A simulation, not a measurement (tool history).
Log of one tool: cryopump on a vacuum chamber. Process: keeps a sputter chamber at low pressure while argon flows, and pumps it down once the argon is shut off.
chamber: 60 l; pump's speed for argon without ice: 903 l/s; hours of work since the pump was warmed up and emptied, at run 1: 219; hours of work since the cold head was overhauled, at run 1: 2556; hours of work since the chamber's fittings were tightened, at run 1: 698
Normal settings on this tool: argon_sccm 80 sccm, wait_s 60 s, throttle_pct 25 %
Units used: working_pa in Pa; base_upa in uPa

run,hour,argon_sccm,wait_s,throttle_pct,hours of work since the pump was warmed up and emptied,hours of work since the cold head was overhauled,hours of work since the chamber's fittings were tightened,working_pa,base_upa
1,0,80,60,25,219,2556,698,0.6379,3.32
2,75.5,80,60,25,264,2601,743,0.643,3.59
3,124.5,123,60,25,293,2631,772,0.9993,3.81
4,223.1,123,60,25,353,2690,832,1.0145,3.95
5,301.1,123,60,25,400,2737,879,1.0259,4.31
6,381.2,80,60,45,448,2785,927,0.4103,4.51
7,483.9,80,60,45,510,2847,989,0.4271,5.06
# hour 539.2: pump warmed up, emptied and cooled again
8,539.2,80,60,45,0,2877,1019,0.3369,3.72
9,649.5,71,60,44,66,2943,1085,0.3147,3.93
10,723,38,26,26,111,2988,1130,0.2828,5.37
11,811.5,79,27,25,164,3041,1183,0.6148,5.59
12,890.4,69,23,25,211,3088,1230,0.5438,6.19
13,996.1,130,274,24,275,3152,1294,1.0841,4.03
14,1048.1,130,107,29,306,3183,1325,0.9162,4.75
15,1118.8,51,22,21,349,3226,1368,0.4891,6.92

Measured result minus the same run's result without the hidden state. Both carry the same run-to-run variation, though not necessarily the same gauge scatter:
The hidden state here: pump's speed, % of a pump's without ice; cold plate's temperature, K; leak into the chamber, uPa l/s; drift of the gauge itself on working_pa, %; drift of the gauge itself on base_upa, %.
run,working_pa,base_upa
1,+0.0387,+2.03
2,+0.0451,+2.26
3,+0.0771,+2.46
4,+0.0924,+2.65
5,+0.1051,+2.97
6,+0.0787,+3.22
7,+0.0939,+3.73
8,+0.0071,+2.37
9,+0.0121,+2.58
10,+0.0089,+2.74
11,+0.0248,+3.02
12,+0.0274,+3.26
13,+0.0669,+3.49
14,+0.0753,+3.85
15,+0.0337,+3.92
